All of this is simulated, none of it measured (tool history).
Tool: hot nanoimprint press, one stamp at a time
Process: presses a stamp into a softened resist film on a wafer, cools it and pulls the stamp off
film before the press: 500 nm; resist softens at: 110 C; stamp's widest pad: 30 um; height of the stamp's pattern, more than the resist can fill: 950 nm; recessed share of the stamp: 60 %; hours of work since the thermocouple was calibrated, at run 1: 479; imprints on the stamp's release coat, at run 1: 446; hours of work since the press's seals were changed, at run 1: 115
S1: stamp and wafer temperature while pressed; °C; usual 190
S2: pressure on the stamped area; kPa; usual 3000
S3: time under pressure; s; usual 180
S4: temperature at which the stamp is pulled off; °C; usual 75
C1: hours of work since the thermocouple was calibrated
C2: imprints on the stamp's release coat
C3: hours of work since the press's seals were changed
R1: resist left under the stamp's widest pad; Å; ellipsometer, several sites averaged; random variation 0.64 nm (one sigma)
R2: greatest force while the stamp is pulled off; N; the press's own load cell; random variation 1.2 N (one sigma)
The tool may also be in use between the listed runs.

run	hour	S1	S2	S3	S4	C1	C2	C3	R1	R2
1	0.0	190	3000	180	75	479	446	115	2490	211
2	6.9	186	3000	180	75	482	465	118	2768	211
3	16.5	186	3000	180	75	486	491	122	2784	210
4	31.0	190	4320	180	75	492	531	128	2063	214
5	43.9	190	4320	180	75	497	566	133	2071	214
6	56.3	190	4320	180	75	502	600	138	2063	216
7	66.1	190	3000	180	75	506	627	142	2515	217
8	76.3	190	3000	180	75	511	655	146	2493	217
9	85.9	190	3000	180	75	514	681	150	2502	215
10	93.4	190	3000	180	75	517	702	153	2498	217
11	103.8	190	3000	180	75	522	730	157	2501	218
# hour 112.3: stamp cleaned and given a new release coat
12	118.0	190	3000	90	75	525	16	160	3100	200
13	129.3	190	3000	90	75	530	47	165	3095	200
14	143.1	190	1980	180	75	535	84	171	3029	200
15	152.7	190	1980	180	75	539	111	175	3014	202
16	160.7	187	2160	313	75	542	133	178	2651	204
17	173.0	181	3000	104	82	547	166	183	3597	187
18	185.1	191	3680	120	75	552	200	188	2536	205
19	194.5	201	1940	180	75	556	225	192	2366	205
20	205.9	181	3130	120	81	561	256	196	3455	191
21	214.7	192	4120	256	72	564	281	200	1769	215
22	228.6	191	1940	143	75	570	319	205	3206	208
23	241.6	191	1940	143	75	575	354	211	3213	211
24	251.4	196	2050	99	75	579	381	215	3124	210
# hour 264.6: plate thermocouple calibrated
25	265.2	190	1880	180	75	0	411	219	2979	207
26	279.2	190	1880	180	75	6	449	225	2978	208
27	287.3	190	1880	180	75	9	471	228	2992	209
28	295.8	188	4310	180	75	13	494	232	2110	206
29	306.3	188	4310	180	75	17	523	236	2119	208

5 ways to go on from here, each from the tool as it stands after run 29. What would each give?
A	316.2	200	3000	180	75	21	550	240	?	?
B	316.2	190	2050	180	77	21	550	240	?	?
C	316.2	201	3000	180	75	21	550	240	?	?
D	316.2	190	3870	180	75	21	550	240	?	?
E	316.2	195	3330	180	81	21	550	240	?	?

run	R1	R2
A	1864	210
B	2896	206
C	1810	214
D	2113	209
E	2002	193
Without the tool's hidden state the same runs would have given:
run	R1	R2
A	1859	196
B	2890	193
C	1805	200
D	2106	195
E	1996	181
